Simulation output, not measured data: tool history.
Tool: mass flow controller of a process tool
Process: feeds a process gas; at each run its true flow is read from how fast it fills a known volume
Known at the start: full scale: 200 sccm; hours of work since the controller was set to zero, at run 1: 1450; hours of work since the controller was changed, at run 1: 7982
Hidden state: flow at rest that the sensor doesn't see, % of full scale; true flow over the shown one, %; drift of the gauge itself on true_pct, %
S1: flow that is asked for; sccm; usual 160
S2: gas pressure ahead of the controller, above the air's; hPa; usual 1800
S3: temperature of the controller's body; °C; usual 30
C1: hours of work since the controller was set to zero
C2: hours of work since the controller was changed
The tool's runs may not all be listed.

{"run": 1, "hour": 0.0, "S1": 160, "S2": 1800, "S3": 30, "C1": 1450, "C2": 7982, "true flow (%)": 99.66}
{"run": 2, "hour": 333.2, "S1": 160, "S2": 1800, "S3": 30, "C1": 1711, "C2": 8243, "true flow (%)": 99.43}
{"run": 3, "hour": 524.0, "S1": 160, "S2": 1800, "S3": 30, "C1": 1860, "C2": 8392, "true flow (%)": 99.56}
{"run": 4, "hour": 881.8, "S1": 160, "S2": 1800, "S3": 30, "C1": 2140, "C2": 8672, "true flow (%)": 99.76}
{"run": 5, "hour": 1064.6, "S1": 160, "S2": 1800, "S3": 21, "C1": 2283, "C2": 8815, "true flow (%)": 99.28}
{"run": 6, "hour": 1237.6, "S1": 160, "S2": 1800, "S3": 21, "C1": 2418, "C2": 8950, "true flow (%)": 99.2}
{"run": 7, "hour": 1383.6, "S1": 160, "S2": 1800, "S3": 21, "C1": 2533, "C2": 9065, "true flow (%)": 99.27}
{"run": 8, "hour": 1691.4, "S1": 160, "S2": 1800, "S3": 21, "C1": 2773, "C2": 9305, "true flow (%)": 99.26}
{"run": 9, "hour": 1966.0, "S1": 160, "S2": 1800, "S3": 21, "C1": 2988, "C2": 9520, "true flow (%)": 99.37}
{"run": 10, "hour": 2179.6, "S1": 160, "S2": 1800, "S3": 21, "C1": 3155, "C2": 9687, "true flow (%)": 99.35}
{"run": 11, "hour": 2461.2, "S1": 160, "S2": 1800, "S3": 21, "C1": 3376, "C2": 9908, "true flow (%)": 99.32}
{"hour": 2495.7, "done": "controller exchanged for a calibrated one"}
{"run": 12, "hour": 2682.7, "S1": 160, "S2": 1800, "S3": 21, "C1": 146, "C2": 146, "true flow (%)": 99.25}
{"run": 13, "hour": 2860.3, "S1": 160, "S2": 1800, "S3": 21, "C1": 285, "C2": 285, "true flow (%)": 99.3}
{"run": 14, "hour": 3135.2, "S1": 160, "S2": 1800, "S3": 21, "C1": 500, "C2": 500, "true flow (%)": 99.3}
{"run": 15, "hour": 3478.2, "S1": 160, "S2": 1800, "S3": 21, "C1": 769, "C2": 769, "true flow (%)": 99.36}
{"run": 16, "hour": 3775.3, "S1": 160, "S2": 1500, "S3": 30, "C1": 1001, "C2": 1001, "true flow (%)": 99.76}
{"run": 17, "hour": 4093.6, "S1": 160, "S2": 1500, "S3": 30, "C1": 1250, "C2": 1250, "true flow (%)": 99.74}
{"run": 18, "hour": 4313.6, "S1": 160, "S2": 1500, "S3": 30, "C1": 1422, "C2": 1422, "true flow (%)": 99.78}
{"run": 19, "hour": 4626.8, "S1": 160, "S2": 1500, "S3": 30, "C1": 1667, "C2": 1667, "true flow (%)": 99.83}
{"run": 20, "hour": 4969.0, "S1": 160, "S2": 1500, "S3": 30, "C1": 1935, "C2": 1935, "true flow (%)": 99.63}
{"run": 21, "hour": 5261.0, "S1": 160, "S2": 2040, "S3": 33, "C1": 2164, "C2": 2164, "true flow (%)": 99.54}
{"run": 22, "hour": 5425.0, "S1": 134, "S2": 2040, "S3": 24, "C1": 2292, "C2": 2292, "true flow (%)": 98.84}
{"run": 23, "hour": 5672.5, "S1": 30, "S2": 1800, "S3": 21, "C1": 2486, "C2": 2486, "true flow (%)": 97.31}
{"run": 24, "hour": 5996.0, "S1": 75, "S2": 1800, "S3": 34, "C1": 2739, "C2": 2739, "true flow (%)": 98.4}
{"run": 25, "hour": 6186.1, "S1": 75, "S2": 1800, "S3": 32, "C1": 2888, "C2": 2888, "true flow (%)": 98.23}
{"run": 26, "hour": 6490.0, "S1": 75, "S2": 1800, "S3": 32, "C1": 3125, "C2": 3125, "true flow (%)": 98.32}
{"run": 27, "hour": 6748.1, "S1": 160, "S2": 2030, "S3": 30, "C1": 3327, "C2": 3327, "true flow (%)": 99.63}
{"run": 28, "hour": 6956.8, "S1": 160, "S2": 2030, "S3": 30, "C1": 3491, "C2": 3491, "true flow (%)": 99.57}
{"run": 29, "hour": 7141.6, "S1": 87, "S2": 2780, "S3": 31, "C1": 3635, "C2": 3635, "true flow (%)": 98.15}
{"run": 30, "hour": 7351.7, "S1": 87, "S2": 2780, "S3": 31, "C1": 3800, "C2": 3800, "true flow (%)": 98.02}
{"run": 31, "hour": 7651.8, "S1": 87, "S2": 2780, "S3": 31, "C1": 4034, "C2": 4034, "true flow (%)": 97.86}
{"run": 32, "hour": 7920.8, "S1": 87, "S2": 2630, "S3": 26, "C1": 4245, "C2": 4245, "true flow (%)": 97.92}
{"run": 33, "hour": 8157.3, "S1": 34, "S2": 1800, "S3": 30, "C1": 4430, "C2": 4430, "true flow (%)": 97.58}
{"run": 34, "hour": 8360.2, "S1": 79, "S2": 1520, "S3": 32, "C1": 4589, "C2": 4589, "true flow (%)": 98.59}
{"run": 35, "hour": 8620.7, "S1": 32, "S2": 1800, "S3": 30, "C1": 4792, "C2": 4792, "true flow (%)": 97.63}
{"run": 36, "hour": 8958.2, "S1": 32, "S2": 1800, "S3": 30, "C1": 5057, "C2": 5057, "true flow (%)": 97.72}
{"run": 37, "hour": 9264.5, "S1": 79, "S2": 1880, "S3": 30, "C1": 5296, "C2": 5296, "true flow (%)": 98.35}
{"run": 38, "hour": 9473.1, "S1": 160, "S2": 2520, "S3": 38, "C1": 5459, "C2": 5459, "true flow (%)": 99.46}

3 ways to go on from here, each from the tool as it stands after run 38. What would each give?
{"run": "A", "hour": 9773.0, "S1": 39, "S2": 1690, "S3": 27, "C1": 5694, "C2": 5694, "true flow (%)": "?"}
{"run": "B", "hour": 9773.0, "S1": 26, "S2": 1510, "S3": 38, "C1": 5694, "C2": 5694, "true flow (%)": "?"}
{"run": "C", "hour": 9773.0, "S1": 160, "S2": 2520, "S3": 27, "C1": 5694, "C2": 5694, "true flow (%)": "?"}

run=A true_flow_(%)=97.77
run=B true_flow_(%)=97.85
run=C true_flow_(%)=99.14
Without the tool's hidden state the same runs would have given:
run=A true_flow_(%)=97.75
run=B true_flow_(%)=97.81
run=C true_flow_(%)=99.15
